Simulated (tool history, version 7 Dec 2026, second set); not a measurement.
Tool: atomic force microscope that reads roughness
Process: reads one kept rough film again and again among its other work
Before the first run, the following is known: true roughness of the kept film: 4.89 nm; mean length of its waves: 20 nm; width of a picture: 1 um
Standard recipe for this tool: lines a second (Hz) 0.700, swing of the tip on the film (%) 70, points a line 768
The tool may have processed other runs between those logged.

run     day  lines a second (Hz)  swing of the tip on the film (%)  points a line  roughness of the kept film (nm (root mean square))
  1   0.000                0.700                                70            768                                               3.074
  2   0.771                0.700                                82            768                                               2.803
  3   1.350                0.700                                82            768                                               2.709
  4   2.108                0.700                                70            768                                               2.656
  5   3.296                0.700                                70            768                                               2.493
  6   4.404                0.700                                70            389                                               2.296
  7   5.608                3.952                                70            768                                               1.814
  8   6.650                1.403                                70            768                                               1.973
  9   7.317                0.700                                70            768                                               1.997
 10   8.554                0.700                                70            768                                               1.879
      8.779  -- new tip fitted
 11   9.362                0.523                                70            768                                               3.014
 12  10.404                0.523                                70            768                                               2.799
 13  11.438                0.523                                70            768                                               2.609
 14  12.388                0.523                                70            768                                               2.456
 15  13.525                0.700                                59            768                                               2.325
 16  14.362                0.700                                59            768                                               2.225
 17  15.433                0.700                                59            768                                               2.102
 18  16.338                0.700                                59            768                                               2.005
 19  17.021                0.700                                58            768                                               1.947
     17.538  -- new tip fitted
 20  18.067                0.700                                58            768                                               3.016
 21  18.704                0.700                                58            768                                               2.898
 22  19.988                0.700                                58            768                                               2.647
 23  20.683                0.700                                58            768                                               2.572
 24  21.229                0.700                                58            768                                               2.459
 25  21.929                0.700                                58            768                                               2.380
 26  22.717                0.533                                70            385                                               2.182
 27  23.554                0.533                                70            385                                               2.107
 28  24.396                1.096                                70            872                                               1.994
 29  25.629                1.688                                70            872                                               1.807
     26.312  -- new tip fitted
 30  26.758                0.976                                64            768                                               2.990
     26.892  -- height scale calibrated on a step standard
 31  27.842                2.201                                60            832                                               2.672
 32  28.792                0.700                                88            768                                               2.447
 33  30.062                1.339                                88            780                                               2.069
 34  30.888                0.700                                75            397                                               2.221
     31.104  -- height scale calibrated on a step standard, once more
 35  31.625                0.700                                75            397                                               2.173
 36  32.550                1.150                                68            995                                               2.070
 37  33.712                1.060                                55            995                                               2.033
 38  34.454                1.060                                55            995                                               1.953
     35.200  -- new tip fitted
 39  35.550                1.060                                55            395                                               3.080
 40  36.683                0.995                                65            295                                               2.740
 41  37.892                0.995                                65            295                                               2.530
 42  39.192                0.995                                65            295                                               2.368
 43  40.212                0.995                                65            295                                               2.228
 44  41.312                0.995                                75            465                                               2.057
 45  42.271                0.647                                75            405                                               1.989
 46  43.121                0.647                                75            405                                               1.926
     43.917  -- new tip fitted
 47  44.429                0.647                                75            405                                               2.875
 48  44.958                0.647                                75            405                                               2.764
 49  45.579                0.647                                75            405                                               2.665
 50  46.596                1.022                                60            297                                               2.526

Predict each of these 5 candidate next runs independently; none follows another, all start after run 50:
  A  47.658                1.022                                60            439                                                   ?
  B  47.658                1.022                                61            925                                                   ?
  C  47.658                0.700                                70            978                                                   ?
  D  47.658                0.599                                83            768                                                   ?
  E  47.658                2.097                                66            495                                                   ?

run  roughness of the kept film (nm (root mean square))
  A                                               2.371
  B                                               2.398
  C                                               2.392
  D                                               2.320
  E                                               2.237
Without the tool's hidden state the same runs would have given:
run  roughness of the kept film (nm (root mean square))
  A                                               3.127
  B                                               3.161
  C                                               3.153
  D                                               3.058
  E                                               2.948
